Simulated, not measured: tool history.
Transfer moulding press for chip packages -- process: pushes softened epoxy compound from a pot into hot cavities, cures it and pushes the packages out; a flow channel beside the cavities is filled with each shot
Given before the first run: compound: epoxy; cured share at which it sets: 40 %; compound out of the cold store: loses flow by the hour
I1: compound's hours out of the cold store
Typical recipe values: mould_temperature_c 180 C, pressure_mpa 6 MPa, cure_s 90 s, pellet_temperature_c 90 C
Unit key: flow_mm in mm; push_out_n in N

run 1 hour=0 | mould_temperature_c=180 pressure_mpa=6 cure_s=90 pellet_temperature_c=90 | I1=21.3 | flow_mm=525 push_out_n=917
run 2 hour=15.7 | mould_temperature_c=180 pressure_mpa=6.7 cure_s=90 pellet_temperature_c=90 | I1=34.9 | flow_mm=521 push_out_n=874
-- hour=18.1 cavities cleaned with cleaning compound and waxed
run 3 hour=30.1 | mould_temperature_c=180 pressure_mpa=6.7 cure_s=90 pellet_temperature_c=90 | I1=26.2 | flow_mm=529 push_out_n=655
run 4 hour=37.6 | mould_temperature_c=177 pressure_mpa=6.7 cure_s=90 pellet_temperature_c=90 | I1=37 | flow_mm=519 push_out_n=790
run 5 hour=48.5 | mould_temperature_c=177 pressure_mpa=6.7 cure_s=90 pellet_temperature_c=86 | I1=20.4 | flow_mm=542 push_out_n=893
run 6 hour=64.2 | mould_temperature_c=180 pressure_mpa=6 cure_s=90 pellet_temperature_c=90 | I1=47.5 | flow_mm=469 push_out_n=833
run 7 hour=74.4 | mould_temperature_c=183 pressure_mpa=6 cure_s=90 pellet_temperature_c=90 | I1=15.2 | flow_mm=508 push_out_n=796
run 8 hour=88.2 | mould_temperature_c=180 pressure_mpa=7.13 cure_s=90 pellet_temperature_c=90 | I1=46.7 | flow_mm=502 push_out_n=866
-- hour=104.2 cavities cleaned with cleaning compound and waxed
run 9 hour=107.2 | mould_temperature_c=180 pressure_mpa=6 cure_s=90 pellet_temperature_c=90 | I1=14.6 | flow_mm=517 push_out_n=615
run 10 hour=119.8 | mould_temperature_c=180 pressure_mpa=6 cure_s=90 pellet_temperature_c=90 | I1=8 | flow_mm=527 push_out_n=721
run 11 hour=130.3 | mould_temperature_c=180 pressure_mpa=5.85 cure_s=90 pellet_temperature_c=90 | I1=38 | flow_mm=474 push_out_n=761
run 12 hour=144.3 | mould_temperature_c=180 pressure_mpa=6 cure_s=90 pellet_temperature_c=90 | I1=43.6 | flow_mm=457 push_out_n=788
-- hour=147.6 mould's thermocouples calibrated
run 13 hour=159.4 | mould_temperature_c=180 pressure_mpa=6 cure_s=90 pellet_temperature_c=90 | I1=36.7 | flow_mm=475 push_out_n=870
run 14 hour=167.1 | mould_temperature_c=180 pressure_mpa=6 cure_s=90 pellet_temperature_c=90 | I1=23.7 | flow_mm=489 push_out_n=911
-- hour=175.4 plunger's sealing rings changed
run 15 hour=177.7 | mould_temperature_c=175 pressure_mpa=5.25 cure_s=90 pellet_temperature_c=90 | I1=36.9 | flow_mm=497 push_out_n=1193
run 16 hour=186.9 | mould_temperature_c=180 pressure_mpa=6.19 cure_s=90 pellet_temperature_c=90 | I1=36.2 | flow_mm=522 push_out_n=898
-- hour=194.7 cavities cleaned with cleaning compound and waxed
run 17 hour=199.8 | mould_temperature_c=188 pressure_mpa=6.19 cure_s=90 pellet_temperature_c=90 | I1=32.7 | flow_mm=516 push_out_n=498
run 18 hour=208.3 | mould_temperature_c=180 pressure_mpa=6 cure_s=82 pellet_temperature_c=97 | I1=15.9 | flow_mm=563 push_out_n=822
run 19 hour=222.7 | mould_temperature_c=180 pressure_mpa=7.15 cure_s=84 pellet_temperature_c=97 | I1=28.1 | flow_mm=581 push_out_n=837
-- hour=230.1 mould's thermocouples calibrated, once more
run 20 hour=232.6 | mould_temperature_c=180 pressure_mpa=6 cure_s=129 pellet_temperature_c=90 | I1=25.4 | flow_mm=525 push_out_n=630
run 21 hour=247.5 | mould_temperature_c=186 pressure_mpa=5.14 cure_s=89 pellet_temperature_c=81 | I1=29 | flow_mm=471 push_out_n=728
run 22 hour=261.7 | mould_temperature_c=180 pressure_mpa=6 cure_s=84 pellet_temperature_c=91 | I1=24.8 | flow_mm=518 push_out_n=992
run 23 hour=270.1 | mould_temperature_c=180 pressure_mpa=6.99 cure_s=84 pellet_temperature_c=91 | I1=32.4 | flow_mm=552 push_out_n=983
-- hour=283.1 cavities cleaned with cleaning compound and waxed
run 24 hour=288.1 | mould_temperature_c=180 pressure_mpa=6.99 cure_s=84 pellet_temperature_c=91 | I1=27 | flow_mm=563 push_out_n=631
run 25 hour=302.3 | mould_temperature_c=180 pressure_mpa=6.99 cure_s=84 pellet_temperature_c=91 | I1=29.8 | flow_mm=552 push_out_n=762
run 26 hour=317.2 | mould_temperature_c=180 pressure_mpa=6.99 cure_s=84 pellet_temperature_c=91 | I1=8.8 | flow_mm=593 push_out_n=877
run 27 hour=333.2 | mould_temperature_c=180 pressure_mpa=6.99 cure_s=84 pellet_temperature_c=91 | I1=20.2 | flow_mm=561 push_out_n=937
run 28 hour=342 | mould_temperature_c=180 pressure_mpa=6.99 cure_s=84 pellet_temperature_c=91 | I1=17 | flow_mm=574 push_out_n=995

How would selected steps in flow_mm from run to run divide? Give the signed amount a tool lacking its hidden state would still show from settings, what came in and random variation, and the signed amount left for the hidden state, including any gauge scatter that is not in both of the compared results.
Hidden state at play: true mould temperature over the reading, C; pressure that reaches the compound, % of what is set; grip of the stained cavities, % over clean ones'; drift of the gauge itself on flow_mm, %; drift of the gauge itself on push_out_n, %.
Run 4 -> 5: pellet_temperature_c 90 -> 86. flow_mm +23 mm: hidden state -4, all else +27.
Run 5 -> 6: mould_temperature_c 177 -> 180, pressure_mpa 6.7 -> 6, pellet_temperature_c 86 -> 90. flow_mm -73 mm: hidden state +3, all else -76.
Run 14 -> 15: mould_temperature_c 180 -> 175, pressure_mpa 6 -> 5.25, plunger's sealing rings changed. flow_mm +8 mm: hidden state +46, all else -38.
Run 19 -> 20: pressure_mpa 7.15 -> 6, cure_s 84 -> 129, pellet_temperature_c 97 -> 90, mould's thermocouples calibrated, once more. flow_mm -56 mm: hidden state -3, all else -53.
